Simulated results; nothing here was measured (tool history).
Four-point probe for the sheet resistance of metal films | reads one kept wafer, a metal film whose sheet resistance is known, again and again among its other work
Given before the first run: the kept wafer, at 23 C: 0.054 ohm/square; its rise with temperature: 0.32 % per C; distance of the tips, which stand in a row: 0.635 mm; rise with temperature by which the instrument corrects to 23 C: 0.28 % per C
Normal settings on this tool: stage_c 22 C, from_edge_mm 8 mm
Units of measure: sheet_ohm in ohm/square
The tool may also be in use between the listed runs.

{"run": 1, "hour": 0.0, "stage_c": 22, "from_edge_mm": 8, "sheet_ohm": 0.054006}
{"run": 2, "hour": 72.6, "stage_c": 22, "from_edge_mm": 8, "sheet_ohm": 0.054028}
{"run": 3, "hour": 201.3, "stage_c": 22, "from_edge_mm": 8, "sheet_ohm": 0.054024}
{"run": 4, "hour": 291.6, "stage_c": 22, "from_edge_mm": 8, "sheet_ohm": 0.054012}
{"run": 5, "hour": 364.0, "stage_c": 22, "from_edge_mm": 8, "sheet_ohm": 0.053997}
{"run": 6, "hour": 464.2, "stage_c": 22, "from_edge_mm": 8, "sheet_ohm": 0.05402}
{"hour": 475.9, "done": "stage's thermometer calibrated"}
{"run": 7, "hour": 521.4, "stage_c": 22, "from_edge_mm": 8, "sheet_ohm": 0.053936}
{"run": 8, "hour": 649.6, "stage_c": 22, "from_edge_mm": 8, "sheet_ohm": 0.053985}
{"run": 9, "hour": 775.9, "stage_c": 22, "from_edge_mm": 8, "sheet_ohm": 0.053929}
{"run": 10, "hour": 842.5, "stage_c": 28, "from_edge_mm": 6, "sheet_ohm": 0.054233}
{"run": 11, "hour": 897.1, "stage_c": 33, "from_edge_mm": 8, "sheet_ohm": 0.054203}
{"run": 12, "hour": 1016.1, "stage_c": 22, "from_edge_mm": 8, "sheet_ohm": 0.053951}
{"hour": 1050.2, "done": "stage's thermometer calibrated, once more"}
{"run": 13, "hour": 1141.4, "stage_c": 22, "from_edge_mm": 8, "sheet_ohm": 0.05416}

Here are 4 independent what-if runs from the current tool condition. What would each one return?
{"run": "A", "hour": 1250.2, "stage_c": 19, "from_edge_mm": 71, "sheet_ohm": "?"}
{"run": "B", "hour": 1250.2, "stage_c": 22, "from_edge_mm": 10, "sheet_ohm": "?"}
{"run": "C", "hour": 1250.2, "stage_c": 30, "from_edge_mm": 32, "sheet_ohm": "?"}
{"run": "D", "hour": 1250.2, "stage_c": 19, "from_edge_mm": 5, "sheet_ohm": "?"}

run=A sheet_ohm=0.053927
run=B sheet_ohm=0.054091
run=C sheet_ohm=0.054177
run=D sheet_ohm=0.054372
Without the tool's unlogged condition, the same runs would have read:
run=A sheet_ohm=0.053921
run=B sheet_ohm=0.054084
run=C sheet_ohm=0.054170
run=D sheet_ohm=0.054365

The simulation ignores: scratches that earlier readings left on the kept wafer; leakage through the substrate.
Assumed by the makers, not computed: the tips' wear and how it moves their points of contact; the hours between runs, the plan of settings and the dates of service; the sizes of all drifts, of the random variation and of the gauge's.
